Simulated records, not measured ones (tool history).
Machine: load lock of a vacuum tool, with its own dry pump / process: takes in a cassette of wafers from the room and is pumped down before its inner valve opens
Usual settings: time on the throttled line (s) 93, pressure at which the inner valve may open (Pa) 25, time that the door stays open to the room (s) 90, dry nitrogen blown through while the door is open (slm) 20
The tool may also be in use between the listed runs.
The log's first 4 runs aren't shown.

run	day	time on the throttled line (s)	pressure at which the inner valve may open (Pa)	time that the door stays open to the room (s)	dry nitrogen blown through while the door is open (slm)	incoming humidity of the room's air, %	time from the closed door until the inner valve may open (s)	rise of the pressure with all valves shut (Pa/min)
5	9.775	50	25	90	20	43.1	107.1	0.042
6	13.479	50	25	90	20	43.3	106.4	0.041
7	15.958	50	25	90	20	43.6	106.3	0.035
8	18.325	50	25	90	20	46.8	106.7	0.049
9	20.425	147	25	90	20	46	188.5	0.047
10	23.621	147	25	90	20	45.1	187	0.042
11	25.804	85	25	90	20	46	135.7	0.048
12	28.525	93	21	90	20	44.2	144.2	0.045
13	32.146	93	21	90	20	46.8	143.8	0.043
14	33.75	93	25	90	20	44.8	141	0.039
15	37.096	181	25	90	20	44.1	213.1	0.043
16	38.675	93	19	90	20	44.5	143.1	0.037
17	41.704	93	25	90	20	50.5	141.4	0.046
18	45.2	93	25	90	20	47.7	141.7	0.045
19	48.671	93	25	196	20	42.5	140.9	0.068
20	51.058	93	25	196	20	42.4	141.3	0.063
21	53.704	150	22	93	10	42.9	188.2	0.06
22	55.292	93	25	90	9	44	142.3	0.059
23	57.762	100	25	90	9	46	147.8	0.062
24	60.883	137	44	198	4	46.6	173.5	0.117
25	62.771	137	44	198	4	47.5	173.2	0.123
26	64.321	93	34	90	20	45.8	139.5	0.044
27	66.104	93	34	122	20	43.6	139.7	0.051
28	68.017	183	46	67	11	47.1	210.7	0.045
29	69.958	64	49	205	20	45.8	113.6	0.071

Run 30 comes next. What will it give?
30	73.558	64	25	91	20	46.2	?	?

Run 30 measured time from the closed door until the inner valve may open (s) 118.5, rise of the pressure with all valves shut (Pa/min) 0.045.
On a tool with no hidden condition, and with the same random variation, this run would have come out at time from the closed door until the inner valve may open (s) 118.5, rise of the pressure with all valves shut (Pa/min) 0.045.
